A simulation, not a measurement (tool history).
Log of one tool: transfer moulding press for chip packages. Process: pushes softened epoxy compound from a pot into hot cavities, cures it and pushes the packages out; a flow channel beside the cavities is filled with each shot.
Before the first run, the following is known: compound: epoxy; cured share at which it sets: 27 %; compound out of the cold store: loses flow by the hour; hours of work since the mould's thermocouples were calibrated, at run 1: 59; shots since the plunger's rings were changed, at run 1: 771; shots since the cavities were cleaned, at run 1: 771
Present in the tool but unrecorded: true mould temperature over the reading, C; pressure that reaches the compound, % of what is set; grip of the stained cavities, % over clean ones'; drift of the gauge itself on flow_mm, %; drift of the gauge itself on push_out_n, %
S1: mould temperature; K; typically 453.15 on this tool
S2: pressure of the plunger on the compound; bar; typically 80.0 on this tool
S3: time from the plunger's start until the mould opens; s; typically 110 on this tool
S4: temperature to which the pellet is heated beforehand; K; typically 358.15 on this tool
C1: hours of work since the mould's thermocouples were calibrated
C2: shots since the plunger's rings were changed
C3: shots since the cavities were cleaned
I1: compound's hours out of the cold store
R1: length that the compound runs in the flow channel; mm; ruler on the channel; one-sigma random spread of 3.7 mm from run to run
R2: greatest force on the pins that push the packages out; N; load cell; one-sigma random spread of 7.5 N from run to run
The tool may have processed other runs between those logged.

| run | hour | S1 | S2 | S3 | S4 | C1 | C2 | C3 | I1 | R1 | R2 |
|---|---|---|---|---|---|---|---|---|---|---|---|
| 1 | 0.0 | 453.15 | 80.0 | 110 | 358.15 | 59 | 771 | 771 | 30.4 | 792 | 318 |
|  | 10.9 | cavities cleaned with cleaning compound and waxed |
| 2 | 26.7 | 453.15 | 80.0 | 110 | 358.15 | 75 | 1047 | 173 | 9.8 | 877 | 335 |
| 3 | 60.0 | 453.15 | 80.0 | 110 | 358.15 | 97 | 1412 | 538 | 41.7 | 748 | 323 |
|  | 91.2 | cavities cleaned with cleaning compound and waxed |
| 4 | 101.5 | 453.15 | 80.0 | 110 | 358.15 | 123 | 1851 | 113 | 19.5 | 841 | 318 |
| 5 | 126.6 | 453.15 | 80.0 | 110 | 368.15 | 139 | 2126 | 388 | 25.2 | 816 | 330 |
| 6 | 155.8 | 453.15 | 80.0 | 110 | 368.15 | 158 | 2446 | 708 | 45.0 | 739 | 303 |
|  | 172.6 | cavities cleaned with cleaning compound and waxed |
| 7 | 190.5 | 455.15 | 80.0 | 110 | 358.15 | 180 | 2810 | 196 | 10.2 | 875 | 307 |
| 8 | 222.0 | 455.15 | 80.0 | 110 | 358.15 | 200 | 3156 | 542 | 28.4 | 799 | 310 |
|  | 255.3 | cavities cleaned with cleaning compound and waxed |
|  | 264.1 | plunger's sealing rings changed |
| 9 | 265.1 | 455.15 | 80.0 | 110 | 358.15 | 226 | 11 | 80 | 11.6 | 878 | 322 |
| 10 | 298.1 | 455.15 | 80.0 | 110 | 358.15 | 247 | 373 | 442 | 8.8 | 878 | 303 |
| 11 | 317.0 | 453.15 | 80.0 | 110 | 358.15 | 260 | 580 | 649 | 28.9 | 793 | 319 |
|  | 339.2 | cavities cleaned with cleaning compound and waxed |
| 12 | 340.2 | 453.15 | 80.0 | 110 | 358.15 | 274 | 818 | 11 | 18.0 | 853 | 313 |
| 13 | 369.1 | 453.15 | 80.0 | 110 | 358.15 | 292 | 1135 | 328 | 33.7 | 775 | 315 |
| 14 | 387.2 | 453.15 | 80.0 | 110 | 358.15 | 304 | 1334 | 527 | 25.4 | 810 | 316 |
| 15 | 412.9 | 453.15 | 80.0 | 110 | 358.15 | 321 | 1616 | 809 | 40.3 | 752 | 325 |
|  | 420.3 | cavities cleaned with cleaning compound and waxed |
| 16 | 442.2 | 458.15 | 79.1 | 110 | 358.15 | 339 | 1920 | 240 | 43.8 | 722 | 299 |
| 17 | 463.3 | 458.15 | 79.1 | 110 | 358.15 | 353 | 2151 | 471 | 35.7 | 754 | 292 |
|  | 502.0 | cavities cleaned with cleaning compound and waxed |
| 18 | 503.7 | 458.15 | 90.9 | 120 | 355.15 | 378 | 2578 | 19 | 38.0 | 802 | 281 |
| 19 | 540.9 | 458.15 | 90.9 | 120 | 355.15 | 402 | 2986 | 427 | 20.7 | 872 | 295 |
| 20 | 565.9 | 458.15 | 88.8 | 120 | 353.15 | 419 | 3260 | 701 | 36.6 | 794 | 297 |
|  | 582.7 | cavities cleaned with cleaning compound and waxed |
| 21 | 590.3 | 456.15 | 80.0 | 108 | 367.15 | 434 | 3511 | 83 | 15.2 | 855 | 311 |
|  | 597.3 | plunger's sealing rings changed |
| 22 | 631.3 | 456.15 | 80.0 | 108 | 367.15 | 459 | 373 | 505 | 25.7 | 810 | 302 |
|  | 667.1 | cavities cleaned with cleaning compound and waxed |
| 23 | 668.6 | 452.15 | 96.0 | 131 | 354.15 | 482 | 765 | 16 | 40.4 | 824 | 305 |
| 24 | 694.9 | 459.15 | 71.2 | 105 | 357.15 | 499 | 1054 | 305 | 47.8 | 664 | 295 |
| 25 | 731.6 | 447.15 | 65.9 | 108 | 363.15 | 523 | 1456 | 707 | 39.5 | 702 | 430 |
|  | 748.4 | cavities cleaned with cleaning compound and waxed |
| 26 | 751.0 | 447.15 | 65.9 | 108 | 363.15 | 535 | 1652 | 28 | 45.2 | 686 | 395 |
| 27 | 790.6 | 447.15 | 65.9 | 108 | 363.15 | 561 | 2087 | 463 | 10.9 | 826 | 464 |
|  | 829.1 | cavities cleaned with cleaning compound and waxed |
| 28 | 831.0 | 447.15 | 65.9 | 108 | 363.15 | 586 | 2513 | 21 | 10.1 | 820 | 450 |
| 29 | 867.9 | 453.15 | 70.7 | 110 | 353.15 | 610 | 2918 | 426 | 13.4 | 816 | 337 |

Forecast each of these 3 alternatives for the next run:
|  | 909.6 | cavities cleaned with cleaning compound and waxed |
| A | 909.6 | 453.15 | 63.1 | 110 | 353.15 | 636 | 3358 | 0 | 31.3 | ? | ? |
|  | 909.6 | cavities cleaned with cleaning compound and waxed |
| B | 909.6 | 453.15 | 85.3 | 101 | 358.15 | 636 | 3358 | 0 | 29.2 | ? | ? |
|  | 909.6 | cavities cleaned with cleaning compound and waxed |
| C | 909.6 | 457.15 | 60.5 | 110 | 364.15 | 636 | 3358 | 0 | 13.0 | ? | ? |

| run | R1 | R2 |
|---|---|---|
| A | 705 | 327 |
| B | 825 | 356 |
| C | 743 | 313 |
Stripped of hidden state, with their random variation kept, the same runs would have yielded:
| run | R1 | R2 |
|---|---|---|
| A | 706 | 327 |
| B | 826 | 355 |
| C | 744 | 313 |

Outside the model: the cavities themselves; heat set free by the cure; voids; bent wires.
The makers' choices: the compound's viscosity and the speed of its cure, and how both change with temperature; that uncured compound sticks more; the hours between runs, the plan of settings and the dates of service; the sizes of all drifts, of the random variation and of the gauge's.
